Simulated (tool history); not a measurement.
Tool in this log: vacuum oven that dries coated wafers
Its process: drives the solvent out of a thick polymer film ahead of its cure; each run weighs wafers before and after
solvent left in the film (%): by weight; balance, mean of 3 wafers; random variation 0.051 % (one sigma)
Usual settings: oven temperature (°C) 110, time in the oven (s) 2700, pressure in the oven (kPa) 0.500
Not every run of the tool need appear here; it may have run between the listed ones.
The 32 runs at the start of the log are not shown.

run	hour	oven temperature (°C)	time in the oven (s)	pressure in the oven (kPa)	hours of work since the thermocouples were calibrated	hours of work since the vacuum gauge was cleaned of residue	solvent left in the film (%)
33	1085.5	105	2760	0.827	187	896	2.08
34	1132.2	105	2760	0.827	212	921	2.02
35	1165.6	105	2760	0.827	230	939	2.01
36	1198.5	105	2760	0.827	248	957	2.00
37	1220.3	98	1800	0.324	260	969	5.34
38	1261.9	98	1800	0.324	282	991	5.50
39	1303.7	115	1440	0.324	305	1014	1.98
40	1325.9	111	2700	0.558	317	1026	0.98
41	1353.3	110	1500	0.500	332	1041	3.12
42	1393.8	110	2160	0.771	354	1063	1.85
43	1430.8	110	2760	0.500	374	1083	0.95
44	1475.5	116	1440	0.500	398	1107	1.94
45	1506.4	116	1500	0.532	415	1124	1.91
46	1526.9	116	3480	1.254	426	1135	1.05
47	1569.0	116	3000	1.254	449	1158	1.10
48	1601.4	116	1740	1.254	466	1175	1.92

3 ways to go on from here, each from the tool as it stands after run 48. What would each give?
A	1643.0	110	1620	0.500	489	1198	?
B	1643.0	111	1740	0.398	489	1198	?
C	1643.0	111	1740	1.411	489	1198	?

run	solvent left in the film (%)
A	2.69
B	2.06
C	3.03
With the hidden condition removed and each run's random variation left untouched, the same runs would have given:
run	solvent left in the film (%)
A	2.69
B	2.05
C	3.02
